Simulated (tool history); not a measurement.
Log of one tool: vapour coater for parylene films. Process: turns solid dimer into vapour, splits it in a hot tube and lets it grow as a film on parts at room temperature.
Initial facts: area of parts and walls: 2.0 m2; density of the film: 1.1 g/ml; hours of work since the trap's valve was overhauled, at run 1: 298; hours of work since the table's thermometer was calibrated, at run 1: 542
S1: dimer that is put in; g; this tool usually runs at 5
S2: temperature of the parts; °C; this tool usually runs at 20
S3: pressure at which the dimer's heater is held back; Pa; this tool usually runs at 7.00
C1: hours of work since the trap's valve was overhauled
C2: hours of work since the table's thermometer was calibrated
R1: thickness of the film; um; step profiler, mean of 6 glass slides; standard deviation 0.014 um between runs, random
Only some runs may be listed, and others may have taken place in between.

Run 1, day 0.000: usual settings; C1 298; C2 542. Result: R1 1.03 um.
Run 2, day 1.108: usual settings; C1 312; C2 556. Result: R1 1.05 um.
Run 3, day 2.354: usual settings; C1 328; C2 572. Result: R1 1.04 um.
Run 4, day 3.642: usual settings; C1 345; C2 589. Result: R1 1.04 um.
Run 5, day 4.308: usual settings; C1 353; C2 597. Result: R1 1.03 um.
Run 6, day 5.608: usual settings; C1 370; C2 614. Result: R1 1.03 um.
Run 7, day 7.062: usual settings; C1 389; C2 633. Result: R1 1.04 um.
Run 8, day 8.300: usual settings; C1 405; C2 649. Result: R1 1.03 um.
Run 9, day 9.433: usual settings; C1 419; C2 663. Result: R1 1.04 um.
Run 10, day 10.512: usual settings but S3 2.24 Pa; C1 433; C2 677. Result: R1 1.25 um.
Run 11, day 11.204: usual settings but S1 6 g; C1 442; C2 686. Result: R1 1.26 um.
Run 12, day 12.571: usual settings but S1 6 g; C1 460; C2 704. Result: R1 1.25 um.
Run 13, day 13.708: usual settings; C1 474; C2 718. Result: R1 1.04 um.
Run 14, day 14.808: usual settings; C1 488; C2 732. Result: R1 1.04 um.
Run 15, day 15.992: usual settings but S3 8.36 Pa; C1 504; C2 748. Result: R1 1.01 um.
Run 16, day 17.112: usual settings but S1 7 g, S2 17 °C, S3 3.90 Pa; C1 518; C2 762. Result: R1 1.77 um.
Run 17, day 17.917: usual settings but S1 7 g, S2 17 °C, S3 3.90 Pa; C1 528; C2 772. Result: R1 1.76 um.
Run 18, day 18.662: usual settings but S1 7 g, S2 17 °C, S3 3.90 Pa; C1 538; C2 782. Result: R1 1.76 um.
Run 19, day 19.704: usual settings but S3 10.18 Pa; C1 551; C2 795. Result: R1 0.98 um.
Run 20, day 20.408: usual settings but S2 22 °C, S3 11.29 Pa; C1 560; C2 804. Result: R1 0.91 um.
Run 21, day 21.300: usual settings but S2 22 °C, S3 11.29 Pa; C1 572; C2 816. Result: R1 0.89 um.
Run 22, day 22.100: usual settings but S3 2.33 Pa; C1 582; C2 826. Result: R1 1.23 um.
Run 23, day 23.108: usual settings but S1 2 g, S2 16 °C, S3 2.33 Pa; C1 595; C2 839. Result: R1 0.58 um.
Run 24, day 24.329: usual settings but S1 3 g, S2 21 °C; C1 611; C2 855. Result: R1 0.62 um.
Run 25, day 25.671: usual settings but S1 3 g, S2 30 °C, S3 7.92 Pa; C1 628; C2 872. Result: R1 0.42 um.
Run 26, day 26.608: usual settings but S1 7 g, S2 12 °C, S3 5.39 Pa; C1 640; C2 884. Result: R1 1.99 um.
At day 27.779: trap's valve overhauled.
Run 27, day 28.088: usual settings but S1 2 g, S2 14 °C, S3 10.22 Pa; C1 4; C2 901. Result: R1 0.47 um.
Run 28, day 28.842: usual settings but S1 2 g, S2 14 °C, S3 10.22 Pa; C1 14; C2 911. Result: R1 0.47 um.
Run 29, day 29.783: usual settings but S1 9 g, S2 26 °C, S3 5.35 Pa; C1 26; C2 923. Result: R1 1.61 um.

Alternative continuations, all from the tool just after run 29; predict every row:
Run A, day 31.004: usual settings but S2 28 °C; C1 41; C2 939. Result: R1 ?.
Run B, day 31.004: usual settings but S1 9 g, S2 31 °C, S3 5.35 Pa; C1 41; C2 939. Result: R1 ?.
Run C, day 31.004: usual settings but S1 9 g, S2 17 °C, S3 5.35 Pa; C1 41; C2 939. Result: R1 ?.

run    R1
  A  0.78
  B  1.37
  C  2.16
Take away the tool's hidden state, keep each run's random variation, and the runs would have read:
run    R1
  A  0.78
  B  1.37
  C  2.17

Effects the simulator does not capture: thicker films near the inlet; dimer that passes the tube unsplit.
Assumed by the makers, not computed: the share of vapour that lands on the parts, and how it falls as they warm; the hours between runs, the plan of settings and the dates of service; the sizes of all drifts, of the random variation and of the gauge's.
